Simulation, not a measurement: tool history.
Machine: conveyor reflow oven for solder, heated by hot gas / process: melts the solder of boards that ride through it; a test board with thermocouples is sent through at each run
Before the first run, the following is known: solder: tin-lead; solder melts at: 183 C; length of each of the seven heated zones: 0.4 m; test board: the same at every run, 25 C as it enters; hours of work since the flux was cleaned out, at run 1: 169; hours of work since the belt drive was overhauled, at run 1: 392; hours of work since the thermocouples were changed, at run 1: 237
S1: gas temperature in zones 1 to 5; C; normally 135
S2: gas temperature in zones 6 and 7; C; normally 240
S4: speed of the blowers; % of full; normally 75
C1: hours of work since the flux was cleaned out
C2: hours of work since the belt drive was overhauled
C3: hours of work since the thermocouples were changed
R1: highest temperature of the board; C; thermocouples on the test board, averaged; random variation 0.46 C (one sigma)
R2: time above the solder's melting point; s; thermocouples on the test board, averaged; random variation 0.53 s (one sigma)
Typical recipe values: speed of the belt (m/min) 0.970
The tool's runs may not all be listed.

run 1 day=0.000 | S1=135 S2=240 speed_of_the_belt_(m/min)=0.970 S4=75 | C1=169 C2=392 C3=237 | R1=218.0 R2=36.6
run 2 day=0.554 | S1=135 S2=240 speed_of_the_belt_(m/min)=0.970 S4=75 | C1=178 C2=402 C3=246 | R1=218.2 R2=36.2
run 3 day=1.288 | S1=147 S2=240 speed_of_the_belt_(m/min)=0.970 S4=75 | C1=190 C2=414 C3=258 | R1=221.1 R2=40.5
run 4 day=2.075 | S1=147 S2=240 speed_of_the_belt_(m/min)=0.970 S4=75 | C1=204 C2=427 C3=271 | R1=220.3 R2=41.0
run 5 day=2.758 | S1=147 S2=240 speed_of_the_belt_(m/min)=0.970 S4=75 | C1=215 C2=439 C3=283 | R1=220.0 R2=40.3
run 6 day=3.371 | S1=147 S2=240 speed_of_the_belt_(m/min)=0.970 S4=75 | C1=225 C2=449 C3=293 | R1=220.3 R2=40.9
run 7 day=3.746 | S1=135 S2=240 speed_of_the_belt_(m/min)=0.970 S4=75 | C1=231 C2=455 C3=299 | R1=218.4 R2=37.8
run 8 day=4.508 | S1=135 S2=240 speed_of_the_belt_(m/min)=0.970 S4=75 | C1=244 C2=468 C3=312 | R1=216.7 R2=36.5
run 9 day=4.979 | S1=135 S2=240 speed_of_the_belt_(m/min)=0.970 S4=75 | C1=252 C2=476 C3=320 | R1=217.3 R2=37.0
run 10 day=5.704 | S1=135 S2=240 speed_of_the_belt_(m/min)=0.970 S4=89 | C1=264 C2=488 C3=332 | R1=221.8 R2=38.2
run 11 day=6.379 | S1=135 S2=240 speed_of_the_belt_(m/min)=0.970 S4=89 | C1=276 C2=499 C3=343 | R1=221.1 R2=38.4
run 12 day=7.217 | S1=135 S2=240 speed_of_the_belt_(m/min)=0.970 S4=65 | C1=290 C2=513 C3=357 | R1=212.7 R2=33.3
run 13 day=7.921 | S1=135 S2=240 speed_of_the_belt_(m/min)=0.970 S4=65 | C1=301 C2=525 C3=369 | R1=213.3 R2=33.5
run 14 day=8.688 | S1=135 S2=240 speed_of_the_belt_(m/min)=0.970 S4=65 | C1=314 C2=538 C3=382 | R1=213.8 R2=33.2
run 15 day=9.529 | S1=135 S2=240 speed_of_the_belt_(m/min)=0.970 S4=65 | C1=328 C2=552 C3=396 | R1=213.5 R2=33.5
run 16 day=10.042 | S1=135 S2=240 speed_of_the_belt_(m/min)=0.970 S4=75 | C1=337 C2=560 C3=405 | R1=217.1 R2=36.2
-- day=10.312 flux residue cleaned out of gas plates and filters
run 17 day=10.729 | S1=135 S2=240 speed_of_the_belt_(m/min)=0.970 S4=75 | C1=7 C2=569 C3=413 | R1=214.2 R2=34.1
run 18 day=11.504 | S1=135 S2=255 speed_of_the_belt_(m/min)=0.824 S4=76 | C1=20 C2=581 C3=426 | R1=234.4 R2=52.0
run 19 day=12.162 | S1=135 S2=243 speed_of_the_belt_(m/min)=0.970 S4=75 | C1=31 C2=592 C3=437 | R1=217.5 R2=35.6
run 20 day=12.546 | S1=135 S2=240 speed_of_the_belt_(m/min)=0.943 S4=62 | C1=37 C2=599 C3=443 | R1=211.7 R2=31.7
run 21 day=12.992 | S1=135 S2=240 speed_of_the_belt_(m/min)=0.943 S4=62 | C1=45 C2=606 C3=451 | R1=210.0 R2=32.9
run 22 day=13.404 | S1=135 S2=240 speed_of_the_belt_(m/min)=0.996 S4=77 | C1=52 C2=613 C3=457 | R1=213.4 R2=33.3
run 23 day=14.050 | S1=135 S2=240 speed_of_the_belt_(m/min)=0.897 S4=55 | C1=63 C2=624 C3=468 | R1=209.0 R2=33.6
run 24 day=14.817 | S1=135 S2=240 speed_of_the_belt_(m/min)=0.897 S4=55 | C1=75 C2=637 C3=481 | R1=209.6 R2=33.0
-- day=15.300 flux residue cleaned out of gas plates and filters, once more
run 25 day=15.529 | S1=135 S2=240 speed_of_the_belt_(m/min)=0.897 S4=55 | C1=4 C2=645 C3=490 | R1=215.1 R2=37.8
run 26 day=15.979 | S1=147 S2=240 speed_of_the_belt_(m/min)=0.902 S4=61 | C1=11 C2=653 C3=497 | R1=220.7 R2=44.4
run 27 day=16.838 | S1=135 S2=240 speed_of_the_belt_(m/min)=1.075 S4=75 | C1=26 C2=667 C3=511 | R1=216.6 R2=32.4
run 28 day=17.221 | S1=130 S2=240 speed_of_the_belt_(m/min)=0.970 S4=75 | C1=32 C2=674 C3=518 | R1=220.3 R2=36.2
run 29 day=17.888 | S1=149 S2=240 speed_of_the_belt_(m/min)=0.846 S4=75 | C1=43 C2=685 C3=529 | R1=226.9 R2=51.2
run 30 day=18.283 | S1=149 S2=240 speed_of_the_belt_(m/min)=0.846 S4=75 | C1=50 C2=691 C3=536 | R1=227.4 R2=52.0

Below are 3 alternative next runs, each starting from the tool's condition after run 30. Predict each:
run A day=18.958 | S1=124 S2=240 speed_of_the_belt_(m/min)=0.846 S4=75 | C1=61 C2=703 C3=547 | R1=? R2=?
run B day=18.958 | S1=135 S2=242 speed_of_the_belt_(m/min)=0.970 S4=75 | C1=61 C2=703 C3=547 | R1=? R2=?
run C day=18.958 | S1=135 S2=239 speed_of_the_belt_(m/min)=0.970 S4=75 | C1=61 C2=703 C3=547 | R1=? R2=?

run=A R1=223.8 R2=42.5
run=B R1=221.8 R2=38.8
run=C R1=219.5 R2=38.4
With no hidden state in the tool, these same runs would have given:
run=A R1=223.1 R2=41.6
run=B R1=221.2 R2=37.9
run=C R1=218.9 R2=37.5
